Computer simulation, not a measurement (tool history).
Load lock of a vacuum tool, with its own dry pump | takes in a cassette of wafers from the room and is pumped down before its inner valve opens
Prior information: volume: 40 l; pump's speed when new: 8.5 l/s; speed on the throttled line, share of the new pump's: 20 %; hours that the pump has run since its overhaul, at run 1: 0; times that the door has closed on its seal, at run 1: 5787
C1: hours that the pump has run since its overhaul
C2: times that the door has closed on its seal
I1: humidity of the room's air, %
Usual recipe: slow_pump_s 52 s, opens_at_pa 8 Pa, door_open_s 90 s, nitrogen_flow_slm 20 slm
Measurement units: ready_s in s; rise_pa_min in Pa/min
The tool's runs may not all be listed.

run 1 hour=0 | slow_pump_s=52 opens_at_pa=8 door_open_s=90 nitrogen_flow_slm=20 | C1=0 C2=5787 | I1=47.9 | ready_s=86.2 rise_pa_min=0.067
run 2 hour=48.2 | slow_pump_s=52 opens_at_pa=8 door_open_s=90 nitrogen_flow_slm=20 | C1=48 C2=5866 | I1=43.7 | ready_s=85.5 rise_pa_min=0.06
run 3 hour=149.4 | slow_pump_s=52 opens_at_pa=8 door_open_s=90 nitrogen_flow_slm=20 | C1=149 C2=6030 | I1=42.2 | ready_s=87.3 rise_pa_min=0.065
run 4 hour=229.8 | slow_pump_s=52 opens_at_pa=8 door_open_s=90 nitrogen_flow_slm=20 | C1=230 C2=6161 | I1=44.3 | ready_s=87.4 rise_pa_min=0.065
run 5 hour=312 | slow_pump_s=52 opens_at_pa=8 door_open_s=90 nitrogen_flow_slm=20 | C1=312 C2=6295 | I1=43.4 | ready_s=88.6 rise_pa_min=0.062
run 6 hour=378.6 | slow_pump_s=52 opens_at_pa=8 door_open_s=90 nitrogen_flow_slm=20 | C1=379 C2=6403 | I1=44.5 | ready_s=87.1 rise_pa_min=0.07
run 7 hour=425.8 | slow_pump_s=52 opens_at_pa=10 door_open_s=90 nitrogen_flow_slm=20 | C1=426 C2=6480 | I1=44.6 | ready_s=86 rise_pa_min=0.065
run 8 hour=503.8 | slow_pump_s=52 opens_at_pa=10 door_open_s=90 nitrogen_flow_slm=20 | C1=504 C2=6607 | I1=45.2 | ready_s=85.2 rise_pa_min=0.063
run 9 hour=574.3 | slow_pump_s=52 opens_at_pa=8 door_open_s=90 nitrogen_flow_slm=29 | C1=574 C2=6722 | I1=43.6 | ready_s=87.7 rise_pa_min=0.058
run 10 hour=653.1 | slow_pump_s=52 opens_at_pa=8 door_open_s=90 nitrogen_flow_slm=29 | C1=653 C2=6850 | I1=47.5 | ready_s=88.1 rise_pa_min=0.062
run 11 hour=695.7 | slow_pump_s=52 opens_at_pa=8 door_open_s=90 nitrogen_flow_slm=29 | C1=696 C2=6919 | I1=45.3 | ready_s=87.1 rise_pa_min=0.056
run 12 hour=746 | slow_pump_s=52 opens_at_pa=8 door_open_s=90 nitrogen_flow_slm=29 | C1=746 C2=7001 | I1=44.9 | ready_s=86.9 rise_pa_min=0.057
run 13 hour=794.3 | slow_pump_s=52 opens_at_pa=8 door_open_s=64 nitrogen_flow_slm=29 | C1=794 C2=7080 | I1=43.2 | ready_s=86.4 rise_pa_min=0.053
run 14 hour=896 | slow_pump_s=52 opens_at_pa=8 door_open_s=90 nitrogen_flow_slm=20 | C1=896 C2=7245 | I1=46.1 | ready_s=87.4 rise_pa_min=0.069
run 15 hour=971.8 | slow_pump_s=52 opens_at_pa=8 door_open_s=90 nitrogen_flow_slm=20 | C1=972 C2=7368 | I1=45.5 | ready_s=87.4 rise_pa_min=0.071
run 16 hour=1069.7 | slow_pump_s=92 opens_at_pa=14 door_open_s=37 nitrogen_flow_slm=6 | C1=1070 C2=7528 | I1=44.8 | ready_s=116.5 rise_pa_min=0.064
run 17 hour=1172.1 | slow_pump_s=101 opens_at_pa=14 door_open_s=37 nitrogen_flow_slm=6 | C1=1172 C2=7694 | I1=44.1 | ready_s=126.4 rise_pa_min=0.066
run 18 hour=1228.8 | slow_pump_s=39 opens_at_pa=10 door_open_s=54 nitrogen_flow_slm=16 | C1=1229 C2=7786 | I1=43.3 | ready_s=76.9 rise_pa_min=0.059

Consider 5 possible next runs. They are alternatives, not a sequence: every one starts from the tool as it was left by run 18. What does each give?
run A hour=1292.3 | slow_pump_s=52 opens_at_pa=12 door_open_s=90 nitrogen_flow_slm=20 | C1=1292 C2=7890 | I1=42.1 | ready_s=? rise_pa_min=?
run B hour=1292.3 | slow_pump_s=39 opens_at_pa=10 door_open_s=36 nitrogen_flow_slm=12 | C1=1292 C2=7890 | I1=46.3 | ready_s=? rise_pa_min=?
run C hour=1292.3 | slow_pump_s=68 opens_at_pa=8 door_open_s=28 nitrogen_flow_slm=20 | C1=1292 C2=7890 | I1=48.5 | ready_s=? rise_pa_min=?
run D hour=1292.3 | slow_pump_s=52 opens_at_pa=7 door_open_s=90 nitrogen_flow_slm=5 | C1=1292 C2=7890 | I1=43 | ready_s=? rise_pa_min=?
run E hour=1292.3 | slow_pump_s=32 opens_at_pa=6 door_open_s=54 nitrogen_flow_slm=16 | C1=1292 C2=7890 | I1=48.3 | ready_s=? rise_pa_min=?

run=A ready_s=86 rise_pa_min=0.068
run=B ready_s=76 rise_pa_min=0.063
run=C ready_s=100.2 rise_pa_min=0.058
run=D ready_s=88.1 rise_pa_min=0.082
run=E ready_s=73.4 rise_pa_min=0.067
Without the tool's unlogged condition, the same runs would have read:
run=A ready_s=85 rise_pa_min=0.049
run=B ready_s=74.9 rise_pa_min=0.044
run=C ready_s=99.2 rise_pa_min=0.039
run=D ready_s=87 rise_pa_min=0.063
run=E ready_s=72.2 rise_pa_min=0.048
